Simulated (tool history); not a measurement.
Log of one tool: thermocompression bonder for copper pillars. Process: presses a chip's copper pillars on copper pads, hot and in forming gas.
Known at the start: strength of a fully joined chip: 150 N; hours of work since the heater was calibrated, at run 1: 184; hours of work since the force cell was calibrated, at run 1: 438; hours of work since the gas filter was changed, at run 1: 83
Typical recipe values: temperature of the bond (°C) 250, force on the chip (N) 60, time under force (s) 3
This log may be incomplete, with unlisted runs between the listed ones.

run	hour	temperature of the bond (°C)	force on the chip (N)	time under force (s)	hours of work since the heater was calibrated	hours of work since the force cell was calibrated	hours of work since the gas filter was changed	force that shears a chip off (N)
1	0	250	60	3	184	438	83	51
2	12.8	250	60	3	194	448	92	50.5
3	24.1	250	60	3	202	456	100	50.6
# hour 33.3: forming gas filter changed
4	40.7	250	60	3	214	468	6	53
5	49.8	250	60	3	221	474	12	53.1
6	65.5	250	60	3	232	486	24	51.5
7	80.4	250	60	3	243	497	35	50.7
8	96.2	250	60	3	255	509	46	51.5
9	114.5	250	60	3	268	522	60	50.2
10	133.5	250	60	3	282	536	74	50.8
11	147.4	250	60	3	292	546	84	49.6
12	159	258	60	3	301	555	93	55.7
13	173.1	258	60	3	311	565	103	52.8
# hour 179.2: forming gas filter changed
14	182.9	258	60	3	318	572	3	59.1
15	203.8	250	61	3	334	587	18	51.9
16	218.6	250	60	3	344	598	29	51.9
17	229.9	250	60	5	353	607	37	63.5
18	246.7	250	60	5	365	619	50	62.2
19	258.4	252	60	3	374	628	58	51.5
20	277.1	252	60	3	388	641	72	50.1
21	292	252	60	3	399	652	83	51.9
22	302.5	234	84	4	406	660	91	58.4
23	321.8	250	60	7	420	674	105	66
# hour 325.8: forming gas filter changed
24	338.7	254	60	3	433	686	9	54.6
25	353.2	254	60	3	443	697	20	54.6
26	370.4	254	60	3	456	710	33	53.5
27	384	254	60	3	466	720	43	53.3
28	399.8	250	60	2	478	731	54	42.1
29	412.8	225	38	2	487	741	64	19.5
30	428.2	235	73	2	498	752	75	39.3
31	447.5	235	73	2	513	767	90	39
32	456.7	235	73	2	519	773	96	38.6
33	465.7	235	73	2	526	780	103	38.8
# hour 472.9: forming gas filter changed
34	480.2	251	40	3	536	790	5	37.4
35	499.1	244	73	2	550	804	19	47
36	518.4	259	73	2	565	818	34	56.5
37	534.7	275	79	2	577	830	46	71.7
38	547.7	275	71	2	586	840	55	63.8
39	559.7	250	43	6	595	849	64	50.6
40	573	250	58	6	605	859	74	61.2
41	587.9	280	83	3	616	870	85	86.7

Forecast each of these 3 alternatives for the next run:
A	602.1	276	60	4	626	880	95	?
B	602.1	280	49	7	626	880	95	?
C	602.1	254	60	2	626	880	95	?

run	force that shears a chip off (N)
A	72.5
B	80.2
C	43.7
Take away the tool's hidden state, keep each run's random variation, and the runs would have read:
run	force that shears a chip off (N)
A	78.3
B	86.4
C	47.5
